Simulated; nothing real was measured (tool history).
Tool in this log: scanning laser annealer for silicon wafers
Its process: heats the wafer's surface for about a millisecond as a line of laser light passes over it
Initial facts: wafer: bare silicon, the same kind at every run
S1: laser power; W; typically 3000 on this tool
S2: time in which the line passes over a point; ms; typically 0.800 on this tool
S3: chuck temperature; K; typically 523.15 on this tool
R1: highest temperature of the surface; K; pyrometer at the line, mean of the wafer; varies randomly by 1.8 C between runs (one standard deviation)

run	hour	S1	S2	S3	R1
1	0.0	3000	0.800	523.15	1262.15
2	8.9	3000	0.800	523.15	1260.15
3	27.6	3289	0.800	523.15	1334.15
4	39.8	3000	0.788	523.15	1255.15
5	48.6	2874	0.800	523.15	1228.15
6	60.3	2874	0.800	523.15	1229.15
7	74.1	2874	0.800	523.15	1223.15
8	88.7	3000	0.800	489.15	1226.15
9	99.2	3000	0.800	489.15	1225.15
10	112.4	3000	0.800	489.15	1219.15
11	124.3	3000	0.800	489.15	1223.15
12	134.2	3000	0.583	523.15	1148.15
13	143.3	2970	0.736	525.15	1222.15
14	164.1	2594	0.800	513.15	1141.15
# hour 170.0: optics aligned, line set to its width
15	188.0	3000	0.952	560.15	1356.15
16	196.7	3000	0.652	523.15	1180.15
17	214.6	3000	0.652	523.15	1183.15
18	230.8	3000	0.652	523.15	1180.15
19	252.1	2653	0.667	523.15	1105.15
20	261.4	2939	0.758	523.15	1217.15
# hour 279.3: optics aligned, line set to its width, once more
21	287.5	3000	0.727	523.15	1223.15
22	307.0	3000	0.727	523.15	1222.15
23	319.8	3000	0.816	555.15	1292.15

Predict each of these 5 candidate next runs independently; none follows another, all start after run 23:
A	330.7	3000	0.639	524.15	?
B	330.7	3000	0.816	554.15	?
C	330.7	2942	0.816	555.15	?
D	330.7	3000	0.816	523.15	?
E	330.7	2997	0.774	523.15	?

run	R1
A	1180.15
B	1293.15
C	1276.15
D	1260.15
E	1243.15
Stripped of hidden state, with their random variation kept, the same runs would have yielded:
run	R1
A	1197.15
B	1313.15
C	1295.15
D	1280.15
E	1262.15
